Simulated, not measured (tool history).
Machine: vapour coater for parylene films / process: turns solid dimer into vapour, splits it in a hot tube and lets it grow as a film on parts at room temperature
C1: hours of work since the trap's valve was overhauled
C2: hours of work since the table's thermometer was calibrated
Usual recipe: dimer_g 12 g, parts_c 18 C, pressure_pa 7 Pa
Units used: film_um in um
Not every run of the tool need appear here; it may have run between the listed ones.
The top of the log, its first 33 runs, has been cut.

run 34 hour=388 | dimer_g=21 parts_c=24 pressure_pa=11.93 | C1=426 C2=529 | film_um=3.92
run 35 hour=394.9 | dimer_g=6 parts_c=18 pressure_pa=7 | C1=430 C2=533 | film_um=1.3
run 36 hour=409.4 | dimer_g=19 parts_c=19 pressure_pa=7 | C1=438 C2=541 | film_um=4.13
run 37 hour=420.4 | dimer_g=19 parts_c=19 pressure_pa=7 | C1=444 C2=548 | film_um=4.12
run 38 hour=429.8 | dimer_g=19 parts_c=19 pressure_pa=7 | C1=450 C2=553 | film_um=4.09
run 39 hour=437.7 | dimer_g=12 parts_c=18 pressure_pa=2.65 | C1=454 C2=557 | film_um=2.93
run 40 hour=444.1 | dimer_g=12 parts_c=18 pressure_pa=8.24 | C1=458 C2=561 | film_um=2.58
run 41 hour=450.6 | dimer_g=5 parts_c=18 pressure_pa=11.14 | C1=461 C2=564 | film_um=1.04
run 42 hour=457.1 | dimer_g=5 parts_c=18 pressure_pa=11.14 | C1=465 C2=568 | film_um=1.02
run 43 hour=472.7 | dimer_g=5 parts_c=18 pressure_pa=11.14 | C1=474 C2=577 | film_um=1.04
run 44 hour=485.7 | dimer_g=17 parts_c=25 pressure_pa=8.09 | C1=481 C2=584 | film_um=3.22
run 45 hour=496.6 | dimer_g=17 parts_c=25 pressure_pa=8.09 | C1=487 C2=590 | film_um=3.32
run 46 hour=504.5 | dimer_g=9 parts_c=25 pressure_pa=10.23 | C1=492 C2=595 | film_um=1.7

What if the next run were any one of these 3? Each begins from the tool's condition after run 46:
run A hour=519.4 | dimer_g=18 parts_c=24 pressure_pa=7 | C1=500 C2=603 | film_um=?
run B hour=519.4 | dimer_g=11 parts_c=22 pressure_pa=6.64 | C1=500 C2=603 | film_um=?
run C hour=519.4 | dimer_g=12 parts_c=13 pressure_pa=7 | C1=500 C2=603 | film_um=?

run=A film_um=3.58
run=B film_um=2.3
run=C film_um=2.83
Without the tool's unlogged condition, the same runs would have read:
run=A film_um=3.59
run=B film_um=2.31
run=C film_um=2.84

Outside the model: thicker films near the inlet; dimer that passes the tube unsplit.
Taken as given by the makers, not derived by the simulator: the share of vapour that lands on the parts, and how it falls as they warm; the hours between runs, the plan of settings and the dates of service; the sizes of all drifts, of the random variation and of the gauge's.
